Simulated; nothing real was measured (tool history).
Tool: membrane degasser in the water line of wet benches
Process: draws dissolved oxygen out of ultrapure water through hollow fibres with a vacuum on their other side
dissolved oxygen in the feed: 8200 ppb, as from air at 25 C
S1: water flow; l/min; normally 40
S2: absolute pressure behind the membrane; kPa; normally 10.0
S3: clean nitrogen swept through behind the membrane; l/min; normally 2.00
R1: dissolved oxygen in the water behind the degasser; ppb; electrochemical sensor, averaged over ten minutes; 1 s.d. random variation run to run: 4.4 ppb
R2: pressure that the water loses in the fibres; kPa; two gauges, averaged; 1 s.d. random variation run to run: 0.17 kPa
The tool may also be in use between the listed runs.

| run | hour | S1 | S2 | S3 | R1 | R2 |
|---|---|---|---|---|---|---|
| 1 | 0.0 | 40 | 10.0 | 2.00 | 452.0 | 28.08 |
| 2 | 77.6 | 39 | 10.0 | 2.00 | 433.4 | 27.18 |
| 3 | 112.9 | 40 | 10.0 | 2.00 | 455.9 | 28.28 |
| 4 | 190.4 | 40 | 10.0 | 2.00 | 446.6 | 28.12 |
| 5 | 243.3 | 40 | 10.0 | 2.00 | 455.8 | 28.31 |
| 6 | 279.2 | 45 | 10.0 | 2.00 | 545.8 | 31.78 |
|  | 297.0 | seals of the vacuum lines changed |
| 7 | 333.6 | 60 | 10.0 | 2.00 | 833.5 | 42.18 |
| 8 | 374.4 | 60 | 10.0 | 2.00 | 843.4 | 42.51 |
| 9 | 423.2 | 60 | 10.0 | 2.00 | 848.4 | 42.47 |
| 10 | 501.3 | 60 | 10.0 | 2.00 | 827.7 | 42.37 |
| 11 | 541.7 | 40 | 10.0 | 2.00 | 463.0 | 28.35 |
| 12 | 590.9 | 40 | 10.0 | 2.00 | 450.8 | 28.16 |
| 13 | 648.0 | 40 | 10.0 | 2.00 | 454.9 | 28.32 |
| 14 | 725.9 | 40 | 10.0 | 2.00 | 456.1 | 28.27 |
| 15 | 787.2 | 40 | 9.1 | 2.00 | 413.9 | 28.32 |
| 16 | 860.3 | 40 | 9.1 | 2.00 | 422.6 | 28.33 |
| 17 | 940.5 | 30 | 22.8 | 2.00 | 698.2 | 21.40 |
| 18 | 1019.3 | 31 | 21.4 | 4.58 | 354.0 | 22.26 |
| 19 | 1062.4 | 33 | 10.0 | 3.53 | 238.0 | 23.62 |
| 20 | 1114.0 | 33 | 10.0 | 3.53 | 243.0 | 23.23 |
| 21 | 1151.6 | 29 | 7.9 | 1.14 | 312.7 | 20.39 |
| 22 | 1228.0 | 40 | 12.7 | 0.94 | 884.8 | 28.20 |
| 23 | 1296.0 | 38 | 8.7 | 2.51 | 330.6 | 27.01 |
| 24 | 1367.8 | 40 | 16.9 | 1.18 | 1032.0 | 28.60 |
| 25 | 1446.4 | 40 | 16.9 | 1.18 | 1019.1 | 28.16 |
| 26 | 1519.5 | 40 | 24.2 | 2.00 | 985.2 | 28.35 |

The next listed run, before its measurement:
| 27 | 1556.6 | 40 | 14.6 | 1.60 | ? | ? |

R1: 739.1 ppb
R2: 28.55 kPa
With no hidden state in the tool, this same run would have given R1 717.5 ppb, R2 28.06 kPa.
